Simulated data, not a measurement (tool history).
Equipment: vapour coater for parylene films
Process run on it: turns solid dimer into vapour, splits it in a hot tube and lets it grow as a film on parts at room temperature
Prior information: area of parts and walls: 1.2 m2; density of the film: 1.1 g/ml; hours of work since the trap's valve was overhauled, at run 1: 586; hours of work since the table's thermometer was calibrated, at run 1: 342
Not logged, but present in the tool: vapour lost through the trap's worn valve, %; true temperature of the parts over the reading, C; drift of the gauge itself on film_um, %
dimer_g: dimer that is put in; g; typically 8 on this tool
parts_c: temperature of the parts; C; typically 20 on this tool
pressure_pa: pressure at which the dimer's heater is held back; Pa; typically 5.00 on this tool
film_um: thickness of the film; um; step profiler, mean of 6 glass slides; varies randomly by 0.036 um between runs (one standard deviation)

run,day,dimer_g,parts_c,pressure_pa,hours of work since the trap's valve was overhauled,hours of work since the table's thermometer was calibrated,film_um
1,0.000,8,20,5.00,586,342,3.50
2,0.562,8,20,5.00,592,348,3.47
3,1.425,5,20,5.00,601,357,2.18
# day 1.754: trap's valve overhauled
4,2.442,8,20,5.00,8,367,3.80
5,3.042,8,20,5.00,14,373,3.76
6,3.621,8,20,5.00,20,379,3.67
7,4.021,8,20,2.50,25,384,4.15
8,4.871,8,20,2.50,34,393,4.11
9,5.750,8,15,5.00,44,403,4.24
10,6.175,12,16,6.31,48,407,5.98
11,6.754,10,25,4.46,55,414,4.21
12,7.467,8,20,2.16,62,421,4.12
13,7.842,13,20,2.63,67,426,6.76
14,8.704,6,20,4.74,76,435,2.80
15,9.183,6,20,4.74,81,440,2.79

What will run 16 give?
16,9.592,5,20,2.13,86,445,?

{"run 16": {"film_um": 2.61}}
Were there no unlogged condition in the tool, this run, its random variation unchanged, would have produced film_um 2.66 um.
